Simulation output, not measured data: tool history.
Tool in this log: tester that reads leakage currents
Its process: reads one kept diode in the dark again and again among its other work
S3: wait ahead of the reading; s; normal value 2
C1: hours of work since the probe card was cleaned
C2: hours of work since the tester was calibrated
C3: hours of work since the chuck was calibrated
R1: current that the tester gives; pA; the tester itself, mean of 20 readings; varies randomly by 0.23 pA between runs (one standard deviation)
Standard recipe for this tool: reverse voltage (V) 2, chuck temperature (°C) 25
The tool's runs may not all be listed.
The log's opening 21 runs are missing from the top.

run 22 hour=672.8 | reverse_voltage_(V)=4.68 chuck_temperature_(°C)=48 S3=4.65 | C1=1893 C2=959 C3=1653 | R1=860.34
run 23 hour=721.6 | reverse_voltage_(V)=1.88 chuck_temperature_(°C)=36 S3=2 | C1=1913 C2=979 C3=1673 | R1=190.8
run 24 hour=758.2 | reverse_voltage_(V)=4.57 chuck_temperature_(°C)=33 S3=0.62 | C1=1928 C2=995 C3=1688 | R1=239.29
run 25 hour=804.1 | reverse_voltage_(V)=2 chuck_temperature_(°C)=25 S3=2.32 | C1=1947 C2=1013 C3=1707 | R1=73.27
run 26 hour=839.2 | reverse_voltage_(V)=2 chuck_temperature_(°C)=25 S3=2.32 | C1=1962 C2=1028 C3=1721 | R1=73.17
run 27 hour=889.2 | reverse_voltage_(V)=2.4 chuck_temperature_(°C)=43 S3=2 | C1=1982 C2=1049 C3=1742 | R1=395.94
run 28 hour=927 | reverse_voltage_(V)=8.7 chuck_temperature_(°C)=60 S3=9.27 | C1=1998 C2=1064 C3=1757 | R1=3064.47
run 29 hour=974.8 | reverse_voltage_(V)=12.21 chuck_temperature_(°C)=51 S3=0.54 | C1=2018 C2=1084 C3=1777 | R1=1834.5
run 30 hour=1002.6 | reverse_voltage_(V)=5.71 chuck_temperature_(°C)=25 S3=2 | C1=2029 C2=1095 C3=1789 | R1=129.75

Alternative continuations, all from the tool just after run 30; predict every row:
run A hour=1032.9 | reverse_voltage_(V)=2.12 chuck_temperature_(°C)=25 S3=2 | C1=2042 C2=1108 C3=1801 | R1=?
run B hour=1032.9 | reverse_voltage_(V)=8.84 chuck_temperature_(°C)=28 S3=4.3 | C1=2042 C2=1108 C3=1801 | R1=?
run C hour=1032.9 | reverse_voltage_(V)=2 chuck_temperature_(°C)=41 S3=0.88 | C1=2042 C2=1108 C3=1801 | R1=?
run D hour=1032.9 | reverse_voltage_(V)=5.71 chuck_temperature_(°C)=25 S3=1.02 | C1=2042 C2=1108 C3=1801 | R1=?

run=A R1=75.81
run=B R1=217.51
run=C R1=303.1
run=D R1=130.19
What these runs would have given with no unlogged condition in the tool:
run=A R1=75.75
run=B R1=217.33
run=C R1=302.94
run=D R1=130.08
